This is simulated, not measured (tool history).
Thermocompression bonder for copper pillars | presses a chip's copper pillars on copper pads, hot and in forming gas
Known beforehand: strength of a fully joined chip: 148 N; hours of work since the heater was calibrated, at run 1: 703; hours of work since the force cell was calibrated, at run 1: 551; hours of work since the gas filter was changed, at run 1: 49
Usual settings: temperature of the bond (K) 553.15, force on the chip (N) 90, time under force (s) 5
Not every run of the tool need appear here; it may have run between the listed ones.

run	hour	temperature of the bond (K)	force on the chip (N)	time under force (s)	hours of work since the heater was calibrated	hours of work since the force cell was calibrated	hours of work since the gas filter was changed	force that shears a chip off (N)
1	0	553.15	90	5	703	551	49	67.3
2	28.6	553.15	90	5	716	564	62	65.4
3	48.9	553.15	90	5	725	573	72	67
4	66.2	546.15	90	5	734	581	80	62.5
5	81.6	553.15	90	5	741	588	87	64.7
6	97	531.15	90	5	748	595	94	50.7
7	114.9	553.15	90	5	756	604	102	65.2
8	149.4	553.15	90	11	772	619	118	83.8
9	169.4	553.15	90	5	781	629	127	64.4
10	186.9	553.15	90	5	789	637	135	64.1
11	211.2	553.15	90	5	800	648	146	62.8
12	242.9	553.15	90	5	815	663	161	63.6
13	263.5	553.15	90	5	824	672	171	62.7
14	289.1	553.15	90	4	836	684	182	57.7
15	314.6	553.15	129	5	848	696	194	85.2
16	339.7	553.15	129	5	860	707	206	83.9
# hour 356.9: forming gas filter changed
17	366.6	553.15	129	5	872	719	4	91.4
18	381.9	553.15	129	5	879	726	12	90.8
19	396.4	529.15	90	5	886	733	18	52.2
20	419.5	529.15	90	5	896	744	29	50.6
21	440.7	529.15	90	5	906	754	39	51.7
# hour 447.9: heater calibrated with a thermocouple chip
22	475.9	547.15	87	8	13	769	54	75.2
23	499.9	572.15	71	3	24	780	65	53.5
24	516.3	583.15	77	10	32	788	73	93.3
25	544.4	583.15	77	10	45	801	86	91.6
26	578.9	583.15	77	10	60	816	101	92.2
27	605.9	553.15	97	11	73	829	114	91.3
28	625.2	553.15	97	11	82	838	123	91.3
29	654.7	553.15	97	11	95	851	136	90.4
30	674.6	570.15	60	11	105	861	146	68.3
31	691.8	559.15	96	3	112	868	154	62.1
32	723.7	536.15	96	3	127	883	168	48.2
33	740.4	536.15	96	3	135	891	176	48.2
34	772.6	536.15	96	3	150	906	191	48.6
35	798.4	525.15	76	4	162	918	203	37.7
36	813.9	546.15	84	8	169	925	210	65.5
# hour 822.8: forming gas filter changed
37	848	530.15	86	8	184	940	12	63.6
38	867.4	547.15	112	10	193	949	21	100.3
39	898.3	547.15	133	10	207	963	35	110
40	932.6	542.15	80	10	223	979	51	71.3
41	951.6	537.15	57	9	232	988	59	43.9

Take each entry between the runs: how does the hidden state at the last listed run before it differ from the hidden state at the first listed run after it?
After run 16, before run 17: forming gas filter changed (hour 356.9)
  true temperature of the bond over the reading, C: -6.8 -> -6.9; force that reaches the chip, % of what is set: 94.3 -> 94.2; oxide that the forming gas leaves, % of the face: 7.46 -> 0.71
  measured minus no-state result, force that shears a chip off (N): -15.1 -> -9.1
After run 21, before run 22: heater calibrated with a thermocouple chip (hour 447.9)
  true temperature of the bond over the reading, C: -7.2 -> 1; force that reaches the chip, % of what is set: 94 -> 93.9; oxide that the forming gas leaves, % of the face: 1.89 -> 2.36
  measured minus no-state result, force that shears a chip off (N): -8.5 -> -5.2
After run 36, before run 37: forming gas filter changed (hour 822.8)
  true temperature of the bond over the reading, C: -0.4 -> -0.6; force that reaches the chip, % of what is set: 92.7 -> 92.6; oxide that the forming gas leaves, % of the face: 7.57 -> 0.91
  measured minus no-state result, force that shears a chip off (N): -10.3 -> -5.6
